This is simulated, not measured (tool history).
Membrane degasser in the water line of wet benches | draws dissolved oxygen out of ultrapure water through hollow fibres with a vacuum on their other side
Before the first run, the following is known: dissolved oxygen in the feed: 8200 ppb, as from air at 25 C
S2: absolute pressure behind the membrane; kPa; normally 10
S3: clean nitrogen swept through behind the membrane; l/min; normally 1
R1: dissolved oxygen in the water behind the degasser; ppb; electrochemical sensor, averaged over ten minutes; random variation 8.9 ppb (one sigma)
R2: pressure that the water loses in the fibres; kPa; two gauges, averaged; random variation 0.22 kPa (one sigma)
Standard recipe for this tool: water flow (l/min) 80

Run 1, day 0: usual settings. Result: R1 925.7 ppb, R2 53.7 kPa.
Run 2, day 5.446: usual settings. Result: R1 900.6 ppb, R2 53.75 kPa.
Run 3, day 11.817: usual settings. Result: R1 938.9 ppb, R2 53.43 kPa.
Run 4, day 18.408: usual settings. Result: R1 906.1 ppb, R2 53.43 kPa.
Run 5, day 23.962: usual settings. Result: R1 925.7 ppb, R2 53.71 kPa.
Run 6, day 28.554: usual settings. Result: R1 911.6 ppb, R2 53.58 kPa.
Run 7, day 31.692: usual settings. Result: R1 921.3 ppb, R2 53.68 kPa.
Run 8, day 37.625: usual settings but S2 17.2 kPa. Result: R1 1697 ppb, R2 53.7 kPa.
Run 9, day 43.267: usual settings but S2 17.2 kPa. Result: R1 1662.1 ppb, R2 53.87 kPa.
Run 10, day 46.488: usual settings but S2 17.2 kPa, S3 0.89 l/min. Result: R1 1797.9 ppb, R2 53.65 kPa.
Run 11, day 50.779: usual settings but S2 17.2 kPa, S3 0.89 l/min. Result: R1 1804.2 ppb, R2 54.05 kPa.
Run 12, day 56.183: usual settings but S2 17.2 kPa, S3 0.89 l/min. Result: R1 1757.5 ppb, R2 54.09 kPa.
Run 13, day 61.479: usual settings but S2 17.2 kPa, S3 0.89 l/min. Result: R1 1789.8 ppb, R2 54.29 kPa.
Run 14, day 68.246: usual settings but S2 16.8 kPa, S3 0.89 l/min. Result: R1 1741.4 ppb, R2 53.98 kPa.
Run 15, day 71.662: usual settings but S2 16.8 kPa, S3 0.89 l/min. Result: R1 1733.7 ppb, R2 54.22 kPa.
Run 16, day 77.492: usual settings but S2 16.8 kPa, S3 0.89 l/min. Result: R1 1743.7 ppb, R2 54.47 kPa.
Run 17, day 82.738: usual settings but S2 7.7 kPa, S3 0.68 l/min. Result: R1 835 ppb, R2 54.27 kPa.
Run 18, day 88.95: usual settings but water flow (l/min) 95, S2 7.7 kPa, S3 0.68 l/min. Result: R1 940.6 ppb, R2 64.73 kPa.
Run 19, day 92.862: usual settings but water flow (l/min) 60, S2 7.9 kPa, S3 1.04 l/min. Result: R1 521.8 ppb, R2 40.86 kPa.
Run 20, day 96.896: usual settings but water flow (l/min) 100, S2 22.3 kPa, S3 0.96 l/min. Result: R1 2508.7 ppb, R2 67.94 kPa.
Run 21, day 99.896: usual settings but water flow (l/min) 103, S2 17.1 kPa, S3 0.5 l/min. Result: R1 2725.3 ppb, R2 69.82 kPa.
Run 22, day 103.117: usual settings but water flow (l/min) 103, S2 17.1 kPa, S3 0.5 l/min. Result: R1 2729.5 ppb, R2 70.01 kPa.
Run 23, day 108.962: usual settings but water flow (l/min) 101, S2 11.8 kPa, S3 1.84 l/min. Result: R1 959.4 ppb, R2 68.97 kPa.
Run 24, day 115.775: usual settings but S3 1.32 l/min. Result: R1 781.5 ppb, R2 54.83 kPa.
Run 25, day 118.596: usual settings but S3 1.32 l/min. Result: R1 786.7 ppb, R2 54.23 kPa.
Run 26, day 121.962: usual settings but S2 6.5 kPa, S3 0.49 l/min. Result: R1 754.5 ppb, R2 54.42 kPa.
Run 27, day 127.738: usual settings but water flow (l/min) 51, S2 6.5 kPa, S3 0.49 l/min. Result: R1 543.2 ppb, R2 34.86 kPa.
Run 28, day 134.125: usual settings but water flow (l/min) 51, S2 6.5 kPa, S3 0.49 l/min. Result: R1 558.4 ppb, R2 35.11 kPa.
Run 29, day 139.421: usual settings but water flow (l/min) 56. Result: R1 707.3 ppb, R2 38.36 kPa.
Run 30, day 145.771: usual settings but water flow (l/min) 75, S2 8.1 kPa. Result: R1 672.6 ppb, R2 51.25 kPa.
Run 31, day 150.238: usual settings but water flow (l/min) 75, S2 8.1 kPa, S3 0.65 l/min. Result: R1 863.9 ppb, R2 51.55 kPa.
Run 32, day 154.992: usual settings but S2 9.9 kPa. Result: R1 913.7 ppb, R2 55.06 kPa.

Below, some changes in R1 between adjacent runs. For each, the amount present without the hidden state too (settings, incoming material, random variation) and the amount remaining for the hidden state with gauge scatter not shared by both compared results:
The hidden state here: membrane still open, %; true pressure behind the membrane over the reading, kPa; air that leaks in behind the membrane, l/min; drift of the gauge itself on oxygen_ppb, %; drift of the gauge itself on loss_of_pressure_kpa, %.
Run 16 -> 17: S2 16.8 -> 7.7, S3 0.89 -> 0.68. R1 -908.7 ppb: hidden state +17.7, all else -926.4.
Run 18 -> 19: water flow (l/min) 95 -> 60, S2 7.7 -> 7.9, S3 0.68 -> 1.04. R1 -418.8 ppb: hidden state -30, all else -388.8.
Run 19 -> 20: water flow (l/min) 60 -> 100, S2 7.9 -> 22.3, S3 1.04 -> 0.96. R1 +1986.9 ppb: hidden state +6, all else +1980.9.
Run 22 -> 23: water flow (l/min) 103 -> 101, S2 17.1 -> 11.8, S3 0.5 -> 1.84. R1 -1770.1 ppb: hidden state -1.6, all else -1768.5.
Run 25 -> 26: S2 10 -> 6.5, S3 1.32 -> 0.49. R1 -32.2 ppb: hidden state +26.9, all else -59.1.
Run 26 -> 27: water flow (l/min) 80 -> 51. R1 -211.3 ppb: hidden state -21.9, all else -189.4.
